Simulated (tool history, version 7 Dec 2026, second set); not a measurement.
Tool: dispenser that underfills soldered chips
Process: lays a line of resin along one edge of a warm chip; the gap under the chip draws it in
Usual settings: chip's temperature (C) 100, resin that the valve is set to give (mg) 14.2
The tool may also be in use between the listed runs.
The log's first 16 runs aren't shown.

run	hour	chip's temperature (C)	resin that the valve is set to give (mg)	time until the resin shows at the far edge (s)	resin that the valve gave (mg)
# hour 75: new syringe of resin
17	79.8	100	16.6	71	16.19
18	85	100	14.2	88.8	13.92
# hour 86: new syringe of resin
19	92.1	111	15.1	51.7	14.89
# hour 97.4: new syringe of resin
20	98.8	111	15.1	43.3	14.8
21	104.2	111	15.1	51.8	14.8
# hour 108.6: new syringe of resin
22	108.7	111	15.1	41.5	14.75
23	113.4	96	12.4	86.6	12.16
# hour 119.8: new syringe of resin
24	119.9	104	18	50.9	17.48
25	123.9	99	18.1	70.9	17.55
# hour 131: new syringe of resin
26	131.4	86	12.4	109.8	11.92
27	135.4	98	16.3	75.5	15.75
# hour 142: new syringe of resin
28	142.4	98	16.3	64.9	15.78
# hour 145.1: dispensing valve cleaned and set on the balance
29	148.1	111	14.3	50	14.19
# hour 153.9: new syringe of resin
30	154.6	100	13.5	63.2	13.49
31	161.2	94	18	96.4	17.96
# hour 164.9: new syringe of resin
32	168.3	94	18	81.7	17.97
33	173.5	87	15.2	130.6	15.12
# hour 175.8: new syringe of resin
34	178.5	90	13.6	96.8	13.48
35	183.1	85	13.8	140.5	13.62

Forecast each of these 4 alternatives for the next run:
# hour 186.8: new syringe of resin
A	189.3	96	12.9	?	?
# hour 186.8: new syringe of resin
B	189.3	102	12.9	?	?
# hour 186.8: new syringe of resin
C	189.3	100	16.3	?	?
# hour 186.8: new syringe of resin
D	189.3	97	12.3	?	?

run	time until the resin shows at the far edge (s)	resin that the valve gave (mg)
A	78.2	12.77
B	61.3	12.73
C	65	16.18
D	76.5	12.1
Without the tool's hidden state the same runs would have given:
run	time until the resin shows at the far edge (s)	resin that the valve gave (mg)
A	73.2	12.9
B	57.4	12.86
C	61	16.34
D	71.7	12.22

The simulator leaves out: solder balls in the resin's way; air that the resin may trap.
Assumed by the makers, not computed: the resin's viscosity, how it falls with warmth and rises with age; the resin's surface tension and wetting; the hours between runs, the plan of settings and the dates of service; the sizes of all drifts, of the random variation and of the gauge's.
